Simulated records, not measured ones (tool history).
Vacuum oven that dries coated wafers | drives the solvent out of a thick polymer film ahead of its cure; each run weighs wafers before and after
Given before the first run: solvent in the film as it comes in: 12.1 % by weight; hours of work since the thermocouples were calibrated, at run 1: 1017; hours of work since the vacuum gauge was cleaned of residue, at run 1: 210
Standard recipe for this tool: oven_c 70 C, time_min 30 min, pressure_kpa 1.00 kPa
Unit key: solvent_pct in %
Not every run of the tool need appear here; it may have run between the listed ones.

run,hour,oven_c,time_min,pressure_kpa,hours of work since the thermocouples were calibrated,hours of work since the vacuum gauge was cleaned of residue,solvent_pct
1,0.0,70,30,1.00,1017,210,2.17
2,20.2,70,30,1.00,1026,219,2.24
3,43.9,70,17,1.00,1038,230,4.01
4,65.6,70,30,1.00,1048,241,2.19
5,85.8,70,30,1.00,1058,250,2.30
6,111.1,70,30,1.00,1070,263,2.22
7,150.7,70,30,1.00,1089,281,2.26
8,173.6,70,30,1.00,1099,292,2.32
9,211.0,70,30,1.00,1117,310,2.29
10,253.4,70,30,1.00,1138,330,2.25
11,278.1,70,30,1.00,1149,342,2.24
12,298.8,70,30,0.97,1159,352,2.15
# hour 302.7: vacuum gauge cleaned of residue and calibrated
13,321.2,70,30,1.00,1169,9,2.39
14,342.8,70,23,1.00,1179,19,3.32
# hour 369.1: vacuum gauge cleaned of residue and calibrated, once more
15,372.5,70,30,1.00,1193,2,2.04
16,403.5,70,30,1.00,1208,16,2.04
17,428.3,70,30,1.00,1220,28,2.17
18,473.1,73,30,1.00,1241,50,1.51
19,516.5,73,30,1.00,1262,70,1.53
20,542.3,67,25,1.00,1274,83,3.40
21,566.5,67,25,1.00,1285,94,3.37
22,596.5,81,19,1.26,1300,108,1.38
23,630.6,81,33,0.58,1316,125,0.34
24,676.7,66,32,0.87,1338,147,2.87
25,716.7,66,32,0.87,1357,166,2.84
# hour 731.6: oven's thermocouples calibrated
26,759.0,66,32,0.87,13,185,3.18
27,780.1,70,54,1.44,23,195,1.60
28,811.3,74,54,1.23,38,210,0.96
29,851.5,74,34,2.12,57,229,2.11
30,891.2,74,34,2.12,76,248,2.10
31,935.6,56,17,2.12,97,269,8.17
32,971.5,55,30,1.00,114,286,6.38
33,1003.7,70,24,1.00,130,302,3.16
34,1042.0,79,50,1.94,148,320,1.15
35,1072.3,79,50,1.94,162,334,1.16
36,1094.5,79,50,1.94,173,345,1.20
37,1118.8,69,50,1.94,185,357,2.23

How the hidden state differs across the entries between the runs, from the last listed run before each to the first after it:
From run 12 to run 13: vacuum gauge cleaned of residue and calibrated (hour 302.7)
  true wafer temperature over the reading, C: 1.21 -> 1.22; true pressure over the reading, kPa: 0.181 -> 0.259
  the result without the hidden state subtracted from the measured one, solvent_pct: -0.15 -> -0.10 %
From run 14 to run 15: vacuum gauge cleaned of residue and calibrated, once more (hour 369.1)
  true wafer temperature over the reading, C: 1.23 -> 1.25; true pressure over the reading, kPa: 0.265 -> 0
  the result without the hidden state subtracted from the measured one, solvent_pct: -0.15 -> -0.27 %
From run 25 to run 26: oven's thermocouples calibrated (hour 731.6)
  true wafer temperature over the reading, C: 1.42 -> 0.09; true pressure over the reading, kPa: 0.077 -> 0.085
  the result without the hidden state subtracted from the measured one, solvent_pct: -0.30 -> +0.04 %

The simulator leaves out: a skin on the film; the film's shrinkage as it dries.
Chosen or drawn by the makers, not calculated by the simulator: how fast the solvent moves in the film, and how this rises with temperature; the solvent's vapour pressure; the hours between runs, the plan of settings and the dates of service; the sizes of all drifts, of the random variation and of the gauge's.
